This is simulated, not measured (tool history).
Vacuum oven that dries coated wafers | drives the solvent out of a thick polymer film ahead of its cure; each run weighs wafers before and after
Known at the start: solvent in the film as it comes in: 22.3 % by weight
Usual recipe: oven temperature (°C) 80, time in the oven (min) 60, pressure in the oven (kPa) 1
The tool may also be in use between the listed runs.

{"run": 1, "hour": 0.0, "oven temperature (°C)": 80, "time in the oven (min)": 60, "pressure in the oven (kPa)": 1, "solvent left in the film (%)": 4.19}
{"run": 2, "hour": 24.5, "oven temperature (°C)": 80, "time in the oven (min)": 60, "pressure in the oven (kPa)": 1, "solvent left in the film (%)": 4.3}
{"run": 3, "hour": 47.8, "oven temperature (°C)": 80, "time in the oven (min)": 60, "pressure in the oven (kPa)": 1, "solvent left in the film (%)": 4.35}
{"run": 4, "hour": 60.6, "oven temperature (°C)": 80, "time in the oven (min)": 60, "pressure in the oven (kPa)": 2.83, "solvent left in the film (%)": 6.63}
{"run": 5, "hour": 71.5, "oven temperature (°C)": 80, "time in the oven (min)": 60, "pressure in the oven (kPa)": 2.83, "solvent left in the film (%)": 6.78}
{"run": 6, "hour": 89.7, "oven temperature (°C)": 80, "time in the oven (min)": 60, "pressure in the oven (kPa)": 1, "solvent left in the film (%)": 4.16}
{"run": 7, "hour": 111.3, "oven temperature (°C)": 80, "time in the oven (min)": 60, "pressure in the oven (kPa)": 1, "solvent left in the film (%)": 4.34}
{"run": 8, "hour": 125.0, "oven temperature (°C)": 80, "time in the oven (min)": 60, "pressure in the oven (kPa)": 1, "solvent left in the film (%)": 4.33}
{"run": 9, "hour": 146.0, "oven temperature (°C)": 80, "time in the oven (min)": 44, "pressure in the oven (kPa)": 1, "solvent left in the film (%)": 6.07}
{"run": 10, "hour": 170.3, "oven temperature (°C)": 91, "time in the oven (min)": 60, "pressure in the oven (kPa)": 1, "solvent left in the film (%)": 1.21}
{"hour": 173.2, "done": "vacuum gauge cleaned of residue and calibrated"}
{"run": 11, "hour": 183.1, "oven temperature (°C)": 91, "time in the oven (min)": 60, "pressure in the oven (kPa)": 1, "solvent left in the film (%)": 1.35}
{"run": 12, "hour": 204.5, "oven temperature (°C)": 80, "time in the oven (min)": 60, "pressure in the oven (kPa)": 1, "solvent left in the film (%)": 4.34}
{"run": 13, "hour": 219.0, "oven temperature (°C)": 80, "time in the oven (min)": 60, "pressure in the oven (kPa)": 1, "solvent left in the film (%)": 4.41}
{"run": 14, "hour": 239.5, "oven temperature (°C)": 80, "time in the oven (min)": 60, "pressure in the oven (kPa)": 1, "solvent left in the film (%)": 4.44}
{"run": 15, "hour": 256.5, "oven temperature (°C)": 80, "time in the oven (min)": 60, "pressure in the oven (kPa)": 1, "solvent left in the film (%)": 4.32}
{"run": 16, "hour": 267.3, "oven temperature (°C)": 66, "time in the oven (min)": 60, "pressure in the oven (kPa)": 1, "solvent left in the film (%)": 11.94}
{"hour": 279.3, "done": "vacuum gauge cleaned of residue and calibrated, once more"}
{"run": 17, "hour": 281.5, "oven temperature (°C)": 78, "time in the oven (min)": 34, "pressure in the oven (kPa)": 1, "solvent left in the film (%)": 8.58}
{"run": 18, "hour": 305.5, "oven temperature (°C)": 78, "time in the oven (min)": 34, "pressure in the oven (kPa)": 1, "solvent left in the film (%)": 8.39}
{"run": 19, "hour": 321.0, "oven temperature (°C)": 78, "time in the oven (min)": 34, "pressure in the oven (kPa)": 1, "solvent left in the film (%)": 8.62}
{"run": 20, "hour": 343.0, "oven temperature (°C)": 92, "time in the oven (min)": 75, "pressure in the oven (kPa)": 0.68, "solvent left in the film (%)": 0.67}
{"run": 21, "hour": 359.8, "oven temperature (°C)": 76, "time in the oven (min)": 75, "pressure in the oven (kPa)": 3.53, "solvent left in the film (%)": 9.09}
{"run": 22, "hour": 384.0, "oven temperature (°C)": 90, "time in the oven (min)": 60, "pressure in the oven (kPa)": 1, "solvent left in the film (%)": 1.45}
{"run": 23, "hour": 401.6, "oven temperature (°C)": 90, "time in the oven (min)": 89, "pressure in the oven (kPa)": 1.89, "solvent left in the film (%)": 2.08}
{"run": 24, "hour": 415.8, "oven temperature (°C)": 78, "time in the oven (min)": 37, "pressure in the oven (kPa)": 2.87, "solvent left in the film (%)": 10.23}
{"run": 25, "hour": 439.5, "oven temperature (°C)": 78, "time in the oven (min)": 37, "pressure in the oven (kPa)": 2.87, "solvent left in the film (%)": 10.54}
{"run": 26, "hour": 453.3, "oven temperature (°C)": 78, "time in the oven (min)": 37, "pressure in the oven (kPa)": 2.87, "solvent left in the film (%)": 10.25}
{"run": 27, "hour": 465.1, "oven temperature (°C)": 80, "time in the oven (min)": 60, "pressure in the oven (kPa)": 1.21, "solvent left in the film (%)": 4.69}
{"run": 28, "hour": 478.2, "oven temperature (°C)": 84, "time in the oven (min)": 96, "pressure in the oven (kPa)": 1, "solvent left in the film (%)": 1.63}
{"run": 29, "hour": 497.6, "oven temperature (°C)": 94, "time in the oven (min)": 33, "pressure in the oven (kPa)": 1, "solvent left in the film (%)": 1.96}
{"run": 30, "hour": 509.9, "oven temperature (°C)": 86, "time in the oven (min)": 50, "pressure in the oven (kPa)": 3.8, "solvent left in the film (%)": 5.99}
{"run": 31, "hour": 532.6, "oven temperature (°C)": 74, "time in the oven (min)": 64, "pressure in the oven (kPa)": 1.44, "solvent left in the film (%)": 7.79}
{"run": 32, "hour": 543.5, "oven temperature (°C)": 74, "time in the oven (min)": 64, "pressure in the oven (kPa)": 1.44, "solvent left in the film (%)": 7.85}

Here are 5 independent what-if runs from the current tool condition. What would each one return?
{"run": "A", "hour": 563.5, "oven temperature (°C)": 89, "time in the oven (min)": 60, "pressure in the oven (kPa)": 1, "solvent left in the film (%)": "?"}
{"run": "B", "hour": 563.5, "oven temperature (°C)": 79, "time in the oven (min)": 49, "pressure in the oven (kPa)": 3.32, "solvent left in the film (%)": "?"}
{"run": "C", "hour": 563.5, "oven temperature (°C)": 74, "time in the oven (min)": 64, "pressure in the oven (kPa)": 0.64, "solvent left in the film (%)": "?"}
{"run": "D", "hour": 563.5, "oven temperature (°C)": 92, "time in the oven (min)": 61, "pressure in the oven (kPa)": 1.44, "solvent left in the film (%)": "?"}
{"run": "E", "hour": 563.5, "oven temperature (°C)": 80, "time in the oven (min)": 70, "pressure in the oven (kPa)": 1.98, "solvent left in the film (%)": "?"}

run=A solvent_left_in_the_film_(%)=1.59
run=B solvent_left_in_the_film_(%)=9.02
run=C solvent_left_in_the_film_(%)=6.71
run=D solvent_left_in_the_film_(%)=1.56
run=E solvent_left_in_the_film_(%)=5.13
What these runs would have given with no unlogged condition in the tool:
run=A solvent_left_in_the_film_(%)=1.45
run=B solvent_left_in_the_film_(%)=8.65
run=C solvent_left_in_the_film_(%)=6.34
run=D solvent_left_in_the_film_(%)=1.46
run=E solvent_left_in_the_film_(%)=4.82

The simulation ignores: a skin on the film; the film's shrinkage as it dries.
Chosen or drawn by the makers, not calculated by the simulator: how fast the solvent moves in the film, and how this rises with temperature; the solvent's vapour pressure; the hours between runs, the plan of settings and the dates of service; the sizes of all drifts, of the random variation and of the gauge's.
